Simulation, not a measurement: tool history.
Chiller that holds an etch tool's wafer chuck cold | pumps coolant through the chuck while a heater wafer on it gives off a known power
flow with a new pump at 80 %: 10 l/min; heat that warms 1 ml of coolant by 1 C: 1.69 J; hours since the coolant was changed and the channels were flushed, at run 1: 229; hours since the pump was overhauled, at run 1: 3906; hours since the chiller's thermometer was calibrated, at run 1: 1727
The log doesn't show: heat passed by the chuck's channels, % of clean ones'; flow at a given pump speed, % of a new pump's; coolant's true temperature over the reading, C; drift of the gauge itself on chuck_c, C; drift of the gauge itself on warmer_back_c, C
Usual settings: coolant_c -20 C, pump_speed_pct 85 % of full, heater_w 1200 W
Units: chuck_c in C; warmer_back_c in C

| run | hour | coolant_c | pump_speed_pct | heater_w | hours since the coolant was changed and the channels were flushed | hours since the pump was overhauled | hours since the chiller's thermometer was calibrated | chuck_c | warmer_back_c |
|---|---|---|---|---|---|---|---|---|---|
| 1 | 0 | -20 | 85 | 1200 | 229 | 3906 | 1727 | -8.9 | 3.99 |
| 2 | 183 | -20 | 85 | 1200 | 412 | 4089 | 1909 | -8.8 | 3.97 |
| 3 | 273.5 | -20 | 85 | 1200 | 503 | 4180 | 2000 | -8.8 | 4 |
| 4 | 435.6 | -20 | 69 | 1200 | 665 | 4342 | 2162 | -7.4 | 4.99 |
| 5 | 598.1 | -20 | 69 | 1200 | 827 | 4504 | 2325 | -7.4 | 4.99 |
| 6 | 689.7 | -20 | 85 | 1200 | 919 | 4596 | 2416 | -9 | 3.9 |
| 7 | 850.7 | -20 | 71 | 1200 | 1080 | 4757 | 2577 | -7.8 | 4.87 |
| 8 | 1041.5 | -20 | 71 | 1200 | 1271 | 4948 | 2768 | -7.7 | 4.8 |
| 9 | 1138.1 | -20 | 71 | 1200 | 1368 | 5044 | 2865 | -7.4 | 4.73 |
| 10 | 1280.2 | -20 | 71 | 1200 | 1510 | 5186 | 3007 | -7.6 | 4.82 |
| 11 | 1479 | -17 | 71 | 1200 | 1708 | 5385 | 3206 | -4.6 | 4.81 |
|  | 1543.6 | chiller's thermometer calibrated |
| 12 | 1671.3 | -21 | 85 | 1200 | 1900 | 5576 | 128 | -10 | 3.84 |
| 13 | 1775.8 | -20 | 85 | 1200 | 2004 | 5681 | 232 | -9.1 | 3.92 |
| 14 | 1883.4 | -20 | 85 | 1200 | 2112 | 5788 | 340 | -9 | 3.86 |
| 15 | 2097.5 | -20 | 98 | 1200 | 2326 | 6003 | 554 | -10 | 3.27 |
| 16 | 2200.6 | -26 | 98 | 1047 | 2429 | 6106 | 657 | -17.2 | 2.86 |
| 17 | 2347.4 | -23 | 75 | 1197 | 2576 | 6252 | 804 | -11 | 4.45 |
| 18 | 2550.4 | -23 | 75 | 1197 | 2779 | 6455 | 1007 | -11.1 | 4.46 |
| 19 | 2711.9 | -20 | 85 | 933 | 2940 | 6617 | 1168 | -11.3 | 2.97 |
| 20 | 2897.7 | -12 | 62 | 1065 | 3126 | 6803 | 1354 | 0.2 | 4.89 |
| 21 | 3006 | -12 | 85 | 1200 | 3234 | 6911 | 1462 | -1 | 3.81 |
|  | 3105.4 | gauge calibrated |
| 22 | 3122.7 | -12 | 85 | 1200 | 3351 | 7028 | 1579 | -1 | 3.96 |
| 23 | 3303 | -12 | 90 | 767 | 3531 | 7208 | 1759 | -5.1 | 2.38 |
| 24 | 3419.3 | -12 | 90 | 767 | 3648 | 7324 | 1876 | -5.3 | 2.38 |
| 25 | 3561.2 | -12 | 90 | 767 | 3790 | 7466 | 2018 | -5.4 | 2.36 |
| 26 | 3673 | -12 | 90 | 767 | 3901 | 7578 | 2129 | -5.1 | 2.38 |
| 27 | 3842.4 | -29 | 73 | 845 | 4071 | 7747 | 2299 | -20.3 | 3.31 |

How the hidden state differs across the entries between the runs, from the last listed run before each to the first after it:
Between runs 11 and 12: chiller's thermometer calibrated (hour 1543.6)
  drift of the gauge itself on warmer_back_c, C: -0.08 -> -0.09
  measured less the result without the state, warmer_back_c: -0.08 -> -0.09 C
Between runs 21 and 22: gauge calibrated (hour 3105.4)
  drift of the gauge itself on warmer_back_c, C: -0.17 -> 0
  measured less the result without the state, warmer_back_c: -0.17 -> +0 C
